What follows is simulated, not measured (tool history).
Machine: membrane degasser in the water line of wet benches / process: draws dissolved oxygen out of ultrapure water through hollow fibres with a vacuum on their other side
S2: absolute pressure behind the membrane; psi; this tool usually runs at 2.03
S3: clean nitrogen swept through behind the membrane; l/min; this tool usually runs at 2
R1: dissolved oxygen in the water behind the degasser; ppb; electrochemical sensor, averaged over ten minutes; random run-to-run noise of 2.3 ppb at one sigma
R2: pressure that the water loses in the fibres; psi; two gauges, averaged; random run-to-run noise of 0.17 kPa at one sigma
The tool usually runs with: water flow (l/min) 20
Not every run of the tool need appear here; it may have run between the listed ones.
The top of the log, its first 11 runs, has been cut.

Run 12, hour 1238.4: usual settings. Result: R1 257.7 ppb, R2 3.801 psi.
Run 13, hour 1331.5: usual settings but S3 1.79 l/min. Result: R1 292 ppb, R2 3.797 psi.
Run 14, hour 1407.7: usual settings but S3 1.79 l/min. Result: R1 283.9 ppb, R2 3.784 psi.
At hour 1545: vacuum gauge calibrated, once more.
Run 15, hour 1558.4: usual settings but S3 1.79 l/min. Result: R1 282.4 ppb, R2 3.79 psi.
Run 16, hour 1689: usual settings but water flow (l/min) 32. Result: R1 412.3 ppb, R2 6.077 psi.
Run 17, hour 1785.8: usual settings but S2 2.12 psi, S3 4.27 l/min. Result: R1 138.7 ppb, R2 3.8 psi.
Run 18, hour 1860.2: usual settings but S2 2.12 psi, S3 4.27 l/min. Result: R1 137 ppb, R2 3.839 psi.
Run 19, hour 1951.2: usual settings but water flow (l/min) 22, S2 3.19 psi. Result: R1 477.8 ppb, R2 4.235 psi.
Run 20, hour 2065: usual settings but water flow (l/min) 29, S2 3.76 psi, S3 1.84 l/min. Result: R1 762.1 ppb, R2 5.551 psi.
Run 21, hour 2199.4: usual settings but S3 4.25 l/min. Result: R1 131 ppb, R2 3.83 psi.
Run 22, hour 2366.8: usual settings but water flow (l/min) 24, S2 2.19 psi. Result: R1 337.9 ppb, R2 4.588 psi.
Run 23, hour 2453.7: usual settings but water flow (l/min) 24, S2 2.19 psi. Result: R1 338.4 ppb, R2 4.64 psi.
Run 24, hour 2549.3: usual settings but water flow (l/min) 24, S2 2.19 psi. Result: R1 335.7 ppb, R2 4.572 psi.
Run 25, hour 2683.9: usual settings but water flow (l/min) 24, S2 2.19 psi. Result: R1 341.5 ppb, R2 4.621 psi.
Run 26, hour 2853: usual settings but water flow (l/min) 13, S3 2.59 l/min. Result: R1 135.5 ppb, R2 2.524 psi.
Run 27, hour 2971.1: usual settings but S2 1.86 psi, S3 2.14 l/min. Result: R1 219.3 ppb, R2 3.871 psi.
Run 28, hour 3087.6: usual settings but water flow (l/min) 14, S3 1.63 l/min. Result: R1 224.4 ppb, R2 2.704 psi.
Run 29, hour 3252.7: usual settings but water flow (l/min) 14, S2 3.13 psi, S3 4.81 l/min. Result: R1 134.6 ppb, R2 2.663 psi.
Run 30, hour 3369.4: usual settings but water flow (l/min) 14, S2 3.13 psi, S3 4.81 l/min. Result: R1 137.1 ppb, R2 2.722 psi.
Run 31, hour 3483: usual settings but water flow (l/min) 18, S3 2.15 l/min. Result: R1 218.5 ppb, R2 3.421 psi.

Here are 3 independent what-if runs from the current tool condition. What would each one return?
Run A, hour 3605.6: usual settings but water flow (l/min) 18, S3 2.25 l/min. Result: R1 ?, R2 ?.
Run B, hour 3605.6: usual settings but water flow (l/min) 18, S2 2.73 psi, S3 1.54 l/min. Result: R1 ?, R2 ?.
Run C, hour 3605.6: usual settings but water flow (l/min) 16, S2 4.53 psi, S3 3.18 l/min. Result: R1 ?, R2 ?.

run     R1     R2
  A  208.5  3.485
  B  426.9  3.507
  C  336.4  3.059
What these runs would have given with no unlogged condition in the tool:
run     R1     R2
  A  201.6  3.342
  B  416.4  3.363
  C  327.9  2.933

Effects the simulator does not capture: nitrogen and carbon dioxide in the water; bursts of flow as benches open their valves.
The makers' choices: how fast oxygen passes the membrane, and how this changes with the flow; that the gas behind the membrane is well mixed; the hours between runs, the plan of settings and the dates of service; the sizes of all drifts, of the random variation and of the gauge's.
